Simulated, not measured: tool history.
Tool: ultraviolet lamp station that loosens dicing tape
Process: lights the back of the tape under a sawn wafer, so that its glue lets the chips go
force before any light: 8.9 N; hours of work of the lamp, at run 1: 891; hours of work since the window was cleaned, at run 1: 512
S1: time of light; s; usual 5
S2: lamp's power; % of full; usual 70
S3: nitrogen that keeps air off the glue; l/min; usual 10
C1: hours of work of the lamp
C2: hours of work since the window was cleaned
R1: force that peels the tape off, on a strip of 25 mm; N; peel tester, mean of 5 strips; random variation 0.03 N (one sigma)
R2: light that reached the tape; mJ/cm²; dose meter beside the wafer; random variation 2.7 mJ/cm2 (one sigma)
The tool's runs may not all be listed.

{"run": 1, "day": 0.0, "S1": 5, "S2": 70, "S3": 10, "C1": 891, "C2": 512, "R1": 2.312, "R2": 261}
{"run": 2, "day": 1.0, "S1": 5, "S2": 70, "S3": 10, "C1": 905, "C2": 526, "R1": 2.387, "R2": 258}
{"day": 1.467, "done": "window cleaned of glue's vapour"}
{"run": 3, "day": 2.996, "S1": 5, "S2": 70, "S3": 10, "C1": 933, "C2": 21, "R1": 2.043, "R2": 280}
{"run": 4, "day": 4.854, "S1": 5, "S2": 70, "S3": 10, "C1": 958, "C2": 47, "R1": 2.021, "R2": 281}
{"run": 5, "day": 6.829, "S1": 5, "S2": 70, "S3": 10, "C1": 986, "C2": 75, "R1": 2.11, "R2": 279}
{"run": 6, "day": 8.038, "S1": 5, "S2": 70, "S3": 10, "C1": 1003, "C2": 92, "R1": 2.08, "R2": 277}
{"run": 7, "day": 10.008, "S1": 5, "S2": 70, "S3": 10, "C1": 1030, "C2": 119, "R1": 2.149, "R2": 272}
{"run": 8, "day": 10.942, "S1": 5, "S2": 70, "S3": 10, "C1": 1043, "C2": 132, "R1": 2.163, "R2": 273}
{"run": 9, "day": 12.983, "S1": 5, "S2": 70, "S3": 10, "C1": 1072, "C2": 160, "R1": 2.274, "R2": 265}
{"run": 10, "day": 14.779, "S1": 3, "S2": 70, "S3": 10, "C1": 1097, "C2": 185, "R1": 3.681, "R2": 157}
{"run": 11, "day": 16.608, "S1": 3, "S2": 70, "S3": 10, "C1": 1122, "C2": 211, "R1": 3.862, "R2": 160}
{"run": 12, "day": 17.792, "S1": 5, "S2": 70, "S3": 10, "C1": 1139, "C2": 227, "R1": 2.34, "R2": 260}
{"run": 13, "day": 19.079, "S1": 5, "S2": 88, "S3": 10, "C1": 1157, "C2": 245, "R1": 1.664, "R2": 325}
{"run": 14, "day": 20.683, "S1": 5, "S2": 88, "S3": 10, "C1": 1179, "C2": 268, "R1": 1.686, "R2": 318}
{"run": 15, "day": 22.6, "S1": 5, "S2": 88, "S3": 10, "C1": 1206, "C2": 294, "R1": 1.737, "R2": 310}
{"run": 16, "day": 24.408, "S1": 5, "S2": 88, "S3": 10, "C1": 1231, "C2": 320, "R1": 1.747, "R2": 313}
{"run": 17, "day": 25.962, "S1": 5, "S2": 88, "S3": 10, "C1": 1252, "C2": 341, "R1": 1.832, "R2": 305}
{"run": 18, "day": 27.171, "S1": 5, "S2": 62, "S3": 10, "C1": 1269, "C2": 358, "R1": 2.874, "R2": 217}
{"run": 19, "day": 29.146, "S1": 5, "S2": 62, "S3": 10, "C1": 1297, "C2": 386, "R1": 2.916, "R2": 211}
{"run": 20, "day": 30.175, "S1": 5, "S2": 62, "S3": 10, "C1": 1311, "C2": 400, "R1": 2.921, "R2": 206}
{"run": 21, "day": 31.646, "S1": 5, "S2": 62, "S3": 10, "C1": 1332, "C2": 420, "R1": 2.969, "R2": 212}
{"run": 22, "day": 32.929, "S1": 5, "S2": 62, "S3": 10, "C1": 1350, "C2": 438, "R1": 2.966, "R2": 206}
{"run": 23, "day": 33.975, "S1": 5, "S2": 62, "S3": 10, "C1": 1364, "C2": 453, "R1": 3.057, "R2": 205}
{"run": 24, "day": 34.883, "S1": 3, "S2": 98, "S3": 4, "C1": 1377, "C2": 465, "R1": 3.92, "R2": 194}
{"run": 25, "day": 35.888, "S1": 5, "S2": 98, "S3": 11, "C1": 1391, "C2": 479, "R1": 1.658, "R2": 316}
{"run": 26, "day": 37.617, "S1": 5, "S2": 98, "S3": 4, "C1": 1415, "C2": 504, "R1": 2.453, "R2": 313}
{"run": 27, "day": 39.458, "S1": 4, "S2": 72, "S3": 4, "C1": 1440, "C2": 529, "R1": 4.063, "R2": 185}
{"day": 39.808, "done": "window cleaned of glue's vapour"}
{"run": 28, "day": 40.829, "S1": 4, "S2": 72, "S3": 4, "C1": 1459, "C2": 14, "R1": 3.784, "R2": 203}
{"run": 29, "day": 42.633, "S1": 4, "S2": 72, "S3": 4, "C1": 1484, "C2": 39, "R1": 3.891, "R2": 203}
{"run": 30, "day": 44.138, "S1": 4, "S2": 72, "S3": 4, "C1": 1505, "C2": 60, "R1": 3.746, "R2": 200}
{"run": 31, "day": 45.417, "S1": 9, "S2": 84, "S3": 10, "C1": 1523, "C2": 78, "R1": 0.724, "R2": 520}
{"run": 32, "day": 46.942, "S1": 5, "S2": 70, "S3": 8, "C1": 1544, "C2": 99, "R1": 2.721, "R2": 237}
{"run": 33, "day": 48.158, "S1": 5, "S2": 70, "S3": 8, "C1": 1561, "C2": 116, "R1": 2.711, "R2": 237}
{"run": 34, "day": 49.683, "S1": 5, "S2": 70, "S3": 8, "C1": 1583, "C2": 138, "R1": 2.891, "R2": 232}
{"run": 35, "day": 51.425, "S1": 2, "S2": 78, "S3": 13, "C1": 1607, "C2": 162, "R1": 5.047, "R2": 104}
{"run": 36, "day": 53.242, "S1": 5, "S2": 70, "S3": 6, "C1": 1632, "C2": 187, "R1": 3.018, "R2": 224}

The next listed run, before its measurement:
{"run": 37, "day": 55.329, "S1": 5, "S2": 70, "S3": 6, "C1": 1661, "C2": 216, "R1": "?", "R2": "?"}

R1: 3.14 N
R2: 228 mJ/cm²
Without the tool's hidden state the same run would have given R1 1.792 N, R2 355 mJ/cm².
